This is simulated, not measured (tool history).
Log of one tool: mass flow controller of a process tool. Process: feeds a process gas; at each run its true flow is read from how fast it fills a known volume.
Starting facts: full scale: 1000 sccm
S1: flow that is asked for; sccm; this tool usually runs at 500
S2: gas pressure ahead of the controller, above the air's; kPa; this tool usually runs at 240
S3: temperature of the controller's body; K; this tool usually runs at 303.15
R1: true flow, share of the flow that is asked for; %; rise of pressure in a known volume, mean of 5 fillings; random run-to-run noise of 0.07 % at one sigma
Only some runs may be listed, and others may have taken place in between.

Run 1, hour 0.0: usual settings. Result: R1 98.63 %.
Run 2, hour 233.5: usual settings. Result: R1 98.66 %.
Run 3, hour 462.2: usual settings but S3 294.15 K. Result: R1 99.85 %.
Run 4, hour 575.2: usual settings but S3 294.15 K. Result: R1 99.78 %.
Run 5, hour 691.9: usual settings but S3 294.15 K. Result: R1 99.87 %.
Run 6, hour 893.5: usual settings but S3 294.15 K. Result: R1 99.82 %.
Run 7, hour 1014.7: usual settings but S3 294.15 K. Result: R1 99.97 %.
Run 8, hour 1153.6: usual settings but S2 200 kPa, S3 298.15 K. Result: R1 99.71 %.
Run 9, hour 1390.5: usual settings but S2 200 kPa, S3 298.15 K. Result: R1 99.88 %.
Run 10, hour 1544.6: usual settings but S2 200 kPa, S3 298.15 K. Result: R1 99.79 %.
Run 11, hour 1778.9: usual settings but S1 122 sccm, S2 200 kPa, S3 305.15 K. Result: R1 99.71 %.
Run 12, hour 1937.3: usual settings but S1 172 sccm, S2 172 kPa, S3 301.15 K. Result: R1 99.85 %.
Run 13, hour 2052.1: usual settings but S1 805 sccm. Result: R1 99.73 %.
Run 14, hour 2181.0: usual settings but S1 893 sccm, S2 210 kPa, S3 295.15 K. Result: R1 101.07 %.

What if the next run were any one of these 3? Each begins from the tool's condition after run 14:
Run A, hour 2406.3: usual settings but S1 289 sccm, S2 201 kPa, S3 308.15 K. Result: R1 ?.
Run B, hour 2406.3: usual settings but S1 731 sccm, S2 166 kPa, S3 309.15 K. Result: R1 ?.
Run C, hour 2406.3: usual settings but S1 146 sccm, S2 231 kPa, S3 295.15 K. Result: R1 ?.

run      R1
  A   98.82
  B   99.45
  C  100.72
Had the tool no hidden state, the same runs would have come out as:
run     R1
  A  96.99
  B  98.30
  C  97.78
